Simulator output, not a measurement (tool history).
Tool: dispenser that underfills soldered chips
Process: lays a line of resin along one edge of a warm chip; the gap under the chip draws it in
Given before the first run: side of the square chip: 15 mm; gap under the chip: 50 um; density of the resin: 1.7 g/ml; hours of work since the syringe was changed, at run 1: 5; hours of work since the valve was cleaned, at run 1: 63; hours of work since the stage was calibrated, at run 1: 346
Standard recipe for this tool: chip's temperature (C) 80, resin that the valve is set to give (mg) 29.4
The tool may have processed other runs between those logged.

run   hour  chip's temperature (C)  resin that the valve is set to give (mg)  hours of work since the syringe was changed  hours of work since the valve was cleaned  hours of work since the stage was calibrated  time until the resin shows at the far edge (s)  resin that the valve gave (mg)
  1      0                      80                                      29.4                                            5                                         63                                           346                                           384.9                           27.59
         2  -- new syringe of resin
  2    7.7                      80                                      29.4                                            4                                         69                                           352                                           352.3                           27.41
      11.5  -- new syringe of resin
  3   17.1                      80                                      29.4                                            4                                         76                                           359                                           351.5                           27.45
      20.8  -- new syringe of resin
  4   28.6                      80                                      29.4                                            6                                         85                                           367                                           397.4                           27.18
      30.5  -- new syringe of resin
  5   37.5                      80                                      29.4                                            5                                         91                                           374                                           373.4                           26.85
      39.5  -- new syringe of resin
      45.8  -- dispensing valve cleaned and set on the balance
  6   48.2                      80                                      31.2                                            6                                          2                                           381                                           392.1                           31.13
      49.7  -- new syringe of resin
      58.9  -- new syringe of resin
  7   58.9                      80                                        38                                            0                                         10                                           389                                           243.3                           37.39
  8   66.1                      80                                      28.4                                            6                                         15                                           394                                           409.5                           27.87
        68  -- new syringe of resin
  9   71.3                      80                                      28.4                                            3                                         19                                           398                                           300.1                           27.53
      77.1  -- new syringe of resin
 10   77.2                      80                                      29.4                                            0                                         23                                           402                                           238.8                           28.61
      86.3  -- new syringe of resin
 11   87.4                      80                                      29.4                                            1                                         31                                           410                                           259.2                           28.21
      95.6  -- new syringe of resin
 12   96.3                      80                                      29.4                                            1                                         37                                           417                                             249                           28.19
 13  101.3                      80                                      29.4                                            4                                         41                                           421                                           341.2                           28.37
       105  -- new syringe of resin
 14  113.5                      80                                      29.4                                            6                                         50                                           430                                           427.3                           27.85
     114.7  -- new syringe of resin
 15  120.7                      91                                      29.4                                            5                                         56                                           435                                           226.3                           27.62
     123.7  -- new syringe of resin
 16  126.5                      91                                      29.4                                            2                                         60                                           439                                           176.9                           27.75
     133.4  -- new syringe of resin
 17  133.6                      91                                      29.4                                            0                                         65                                           444                                           150.4                           27.69
     142.6  -- new syringe of resin
 18  143.1                      73                                      25.2                                            0                                         72                                           451                                           365.5                           23.25
     151.6  -- new syringe of resin
 19    155                      73                                      25.2                                            3                                         81                                           460                                           441.6                            23.2
     160.8  -- new syringe of resin
 20  162.1                      73                                      25.2                                            1                                         86                                           466                                           395.8                           22.73
     170.1  -- new syringe of resin
 21  171.5                      80                                      34.7                                            1                                         93                                           473                                           264.4                           31.33
     177.3  -- dispensing valve cleaned and set on the balance
 22  178.3                      88                                      34.7                                            6                                          1                                           477                                           272.9                           34.75
     180.6  -- new syringe of resin
     189.6  -- new syringe of resin
 23  189.6                      94                                      31.8                                            0                                          9                                           485                                             131                           31.55
 24  195.5                      66                                      31.8                                            4                                         13                                           490                                           690.1                           31.64
     199.4  -- new syringe of resin
 25  201.2                      66                                      31.8                                            1                                         18                                           494                                           521.3                           31.32
     208.8  -- new syringe of resin
 26  213.3                      93                                      26.1                                            3                                         27                                           503                                           189.4                           25.55
     218.3  -- new syringe of resin
 27  220.6                      94                                        35                                            2                                         32                                           508                                           152.8                           33.98
     228.2  -- new syringe of resin
 28  228.6                      94                                        35                                            0                                         38                                           514                                           132.6                           33.65
     237.7  -- new syringe of resin
 29  238.6                      94                                        35                                            1                                         45                                           522                                           139.8                           33.45
 30  245.7                      92                                      27.7                                            6                                         51                                           527                                           250.5                           26.31
     246.7  -- new syringe of resin
     256.1  -- new syringe of resin
 31  256.8                      67                                      25.8                                            1                                         59                                           535                                           489.5                           24.16
 32  263.7                      67                                      25.8                                            6                                         64                                           540                                           754.9                           24.25
     265.9  -- new syringe of resin
 33  271.5                      67                                      25.8                                            4                                         70                                           546                                           679.4                            23.9

Alternative continuations, all from the tool just after run 33; predict every row:
     275.1  -- new syringe of resin
  A  278.4                      83                                        29                                            3                                         75                                           551                                               ?                               ?
     275.1  -- new syringe of resin
  B  278.4                      73                                      33.7                                            3                                         75                                           551                                               ?                               ?
     275.1  -- new syringe of resin
  C  278.4                      80                                        35                                            3                                         75                                           551                                               ?                               ?
     275.1  -- new syringe of resin
  D  278.4                      90                                      29.1                                            3                                         75                                           551                                               ?                               ?

run  time until the resin shows at the far edge (s)  resin that the valve gave (mg)
  A                                           267.7                           26.91
  B                                           421.6                           31.18
  C                                           299.6                           32.67
  D                                           199.5                           27.06
With the hidden condition removed and each run's random variation left untouched, the same runs would have given:
run  time until the resin shows at the far edge (s)  resin that the valve gave (mg)
  A                                           201.8                           29.06
  B                                           319.4                           33.68
  C                                           227.7                           35.27
  D                                           150.8                           29.23

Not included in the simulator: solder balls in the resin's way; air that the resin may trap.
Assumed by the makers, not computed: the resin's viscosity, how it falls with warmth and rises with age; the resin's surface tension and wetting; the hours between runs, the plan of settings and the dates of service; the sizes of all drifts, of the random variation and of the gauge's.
